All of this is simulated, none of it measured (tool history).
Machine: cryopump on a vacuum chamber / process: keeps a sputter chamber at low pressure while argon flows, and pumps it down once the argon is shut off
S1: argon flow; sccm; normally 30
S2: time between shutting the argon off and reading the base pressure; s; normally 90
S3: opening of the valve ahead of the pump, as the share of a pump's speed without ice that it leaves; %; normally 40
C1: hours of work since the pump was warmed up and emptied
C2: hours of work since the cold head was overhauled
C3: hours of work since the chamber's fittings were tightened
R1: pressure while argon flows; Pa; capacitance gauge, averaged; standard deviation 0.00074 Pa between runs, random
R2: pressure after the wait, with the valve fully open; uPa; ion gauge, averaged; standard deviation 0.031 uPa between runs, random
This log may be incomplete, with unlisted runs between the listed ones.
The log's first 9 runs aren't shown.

{"run": 10, "hour": 178.2, "S1": 30, "S2": 23, "S3": 40, "C1": 137, "C2": 452, "C3": 1042, "R1": 0.141, "R2": 7.1}
{"run": 11, "hour": 199.8, "S1": 30, "S2": 23, "S3": 40, "C1": 154, "C2": 469, "C3": 1058, "R1": 0.1387, "R2": 7.14}
{"run": 12, "hour": 220.9, "S1": 30, "S2": 23, "S3": 40, "C1": 170, "C2": 485, "C3": 1075, "R1": 0.1404, "R2": 7.32}
{"run": 13, "hour": 239.2, "S1": 30, "S2": 23, "S3": 40, "C1": 184, "C2": 499, "C3": 1089, "R1": 0.1412, "R2": 7.22}
{"run": 14, "hour": 259.1, "S1": 30, "S2": 23, "S3": 40, "C1": 200, "C2": 515, "C3": 1104, "R1": 0.1429, "R2": 7.42}
{"run": 15, "hour": 274.6, "S1": 30, "S2": 23, "S3": 40, "C1": 212, "C2": 527, "C3": 1116, "R1": 0.1435, "R2": 7.48}
{"run": 16, "hour": 288.6, "S1": 30, "S2": 23, "S3": 40, "C1": 223, "C2": 538, "C3": 1127, "R1": 0.142, "R2": 7.51}
{"run": 17, "hour": 316.4, "S1": 30, "S2": 23, "S3": 40, "C1": 244, "C2": 559, "C3": 1148, "R1": 0.1435, "R2": 7.58}
{"run": 18, "hour": 330.7, "S1": 30, "S2": 23, "S3": 40, "C1": 255, "C2": 570, "C3": 1159, "R1": 0.144, "R2": 7.52}
{"run": 19, "hour": 358.6, "S1": 19, "S2": 50, "S3": 20, "C1": 276, "C2": 592, "C3": 1181, "R1": 0.1764, "R2": 4.77}
{"run": 20, "hour": 374.0, "S1": 24, "S2": 144, "S3": 16, "C1": 288, "C2": 603, "C3": 1193, "R1": 0.2783, "R2": 3.39}
{"hour": 400.9, "done": "pump warmed up, emptied and cooled again"}
{"run": 21, "hour": 406.8, "S1": 24, "S2": 61, "S3": 43, "C1": 5, "C2": 625, "C3": 1214, "R1": 0.1012, "R2": 4.21}
{"run": 22, "hour": 427.1, "S1": 50, "S2": 90, "S3": 19, "C1": 20, "C2": 641, "C3": 1230, "R1": 0.4741, "R2": 3.57}
{"run": 23, "hour": 448.6, "S1": 32, "S2": 229, "S3": 44, "C1": 37, "C2": 657, "C3": 1246, "R1": 0.1325, "R2": 2.85}
{"run": 24, "hour": 475.3, "S1": 32, "S2": 29, "S3": 44, "C1": 57, "C2": 678, "C3": 1267, "R1": 0.1336, "R2": 6.6}
{"run": 25, "hour": 497.1, "S1": 28, "S2": 90, "S3": 28, "C1": 74, "C2": 695, "C3": 1284, "R1": 0.185, "R2": 3.77}
{"run": 26, "hour": 524.1, "S1": 30, "S2": 57, "S3": 50, "C1": 95, "C2": 715, "C3": 1305, "R1": 0.1128, "R2": 4.51}
{"run": 27, "hour": 552.0, "S1": 30, "S2": 55, "S3": 40, "C1": 116, "C2": 737, "C3": 1326, "R1": 0.1392, "R2": 4.66}
{"run": 28, "hour": 571.4, "S1": 30, "S2": 90, "S3": 33, "C1": 131, "C2": 752, "C3": 1341, "R1": 0.1676, "R2": 3.94}
{"run": 29, "hour": 583.3, "S1": 40, "S2": 31, "S3": 20, "C1": 141, "C2": 761, "C3": 1350, "R1": 0.3667, "R2": 6.48}
{"run": 30, "hour": 603.0, "S1": 43, "S2": 224, "S3": 20, "C1": 156, "C2": 776, "C3": 1365, "R1": 0.3952, "R2": 3.28}
{"run": 31, "hour": 628.5, "S1": 14, "S2": 21, "S3": 40, "C1": 176, "C2": 796, "C3": 1385, "R1": 0.0657, "R2": 8.21}
{"run": 32, "hour": 646.4, "S1": 14, "S2": 83, "S3": 38, "C1": 189, "C2": 810, "C3": 1399, "R1": 0.0689, "R2": 4.15}
{"run": 33, "hour": 668.4, "S1": 26, "S2": 90, "S3": 48, "C1": 206, "C2": 827, "C3": 1416, "R1": 0.1031, "R2": 4.19}
{"run": 34, "hour": 692.4, "S1": 26, "S2": 90, "S3": 48, "C1": 225, "C2": 845, "C3": 1434, "R1": 0.1049, "R2": 4.32}

Alternative continuations, all from the tool just after run 34; predict every row:
{"run": "A", "hour": 703.9, "S1": 30, "S2": 71, "S3": 57, "C1": 234, "C2": 854, "C3": 1443, "R1": "?", "R2": "?"}
{"run": "B", "hour": 703.9, "S1": 14, "S2": 198, "S3": 19, "C1": 234, "C2": 854, "C3": 1443, "R1": "?", "R2": "?"}
{"run": "C", "hour": 703.9, "S1": 30, "S2": 48, "S3": 43, "C1": 234, "C2": 854, "C3": 1443, "R1": "?", "R2": "?"}
{"run": "D", "hour": 703.9, "S1": 30, "S2": 261, "S3": 22, "C1": 234, "C2": 854, "C3": 1443, "R1": "?", "R2": "?"}

run=A R1=0.1026 R2=4.65
run=B R1=0.1375 R2=3.57
run=C R1=0.1334 R2=5.47
run=D R1=0.2525 R2=3.44
Stripped of hidden state, with their random variation kept, the same runs would have yielded:
run=A R1=0.0942 R2=1.98
run=B R1=0.1335 R2=0.91
run=C R1=0.125 R2=2.79
run=D R1=0.2441 R2=0.75
